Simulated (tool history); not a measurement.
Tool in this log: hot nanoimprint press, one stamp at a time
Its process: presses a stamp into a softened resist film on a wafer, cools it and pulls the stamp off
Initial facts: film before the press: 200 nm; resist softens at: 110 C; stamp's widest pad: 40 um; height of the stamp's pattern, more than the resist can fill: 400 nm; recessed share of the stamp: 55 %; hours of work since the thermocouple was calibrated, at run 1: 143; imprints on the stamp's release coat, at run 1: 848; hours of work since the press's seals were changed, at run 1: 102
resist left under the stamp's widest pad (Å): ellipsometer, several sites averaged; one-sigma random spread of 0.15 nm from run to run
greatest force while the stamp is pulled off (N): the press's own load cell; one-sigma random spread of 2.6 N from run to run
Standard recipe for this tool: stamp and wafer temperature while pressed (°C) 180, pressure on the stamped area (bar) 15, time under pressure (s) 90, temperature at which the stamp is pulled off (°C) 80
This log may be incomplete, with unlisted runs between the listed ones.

run	hour	stamp and wafer temperature while pressed (°C)	pressure on the stamped area (bar)	time under pressure (s)	temperature at which the stamp is pulled off (°C)	hours of work since the thermocouple was calibrated	imprints on the stamp's release coat	hours of work since the press's seals were changed	resist left under the stamp's widest pad (Å)	greatest force while the stamp is pulled off (N)
1	0	180	15	90	80	143	848	102	1140	120
2	26.6	180	15	90	80	157	895	115	1143	112
3	48.1	180	15	90	80	168	932	126	1141	121
4	62.6	180	15	90	69	175	958	134	1140	146
5	81.4	180	15	90	80	185	991	143	1142	119
6	96.9	180	15	90	80	193	1018	151	1140	120
7	118.4	180	15	90	80	204	1056	162	1139	118
8	139.5	180	21.9	90	80	214	1093	173	988	123
9	158.1	181	21.9	90	80	224	1126	183	947	118
10	179.6	180	15	90	80	235	1164	194	1143	119
11	204.1	180	15	90	80	247	1207	206	1140	126
12	219.1	180	15	90	80	255	1234	214	1142	117
13	242	180	15	90	80	267	1274	226	1139	119
14	263.5	180	15	90	80	278	1312	237	1142	117
15	283.9	180	10.6	90	80	288	1348	247	1282	121

Run 16 is up next; what results do you expect?
16	305	180	10.6	90	80	299	1385	258	?	?

Run 16 came out at resist left under the stamp's widest pad (Å) 1285, greatest force while the stamp is pulled off (N) 121.
Had the tool carried no hidden state, the very same run would have given resist left under the stamp's widest pad (Å) 1285, greatest force while the stamp is pulled off (N) 120.

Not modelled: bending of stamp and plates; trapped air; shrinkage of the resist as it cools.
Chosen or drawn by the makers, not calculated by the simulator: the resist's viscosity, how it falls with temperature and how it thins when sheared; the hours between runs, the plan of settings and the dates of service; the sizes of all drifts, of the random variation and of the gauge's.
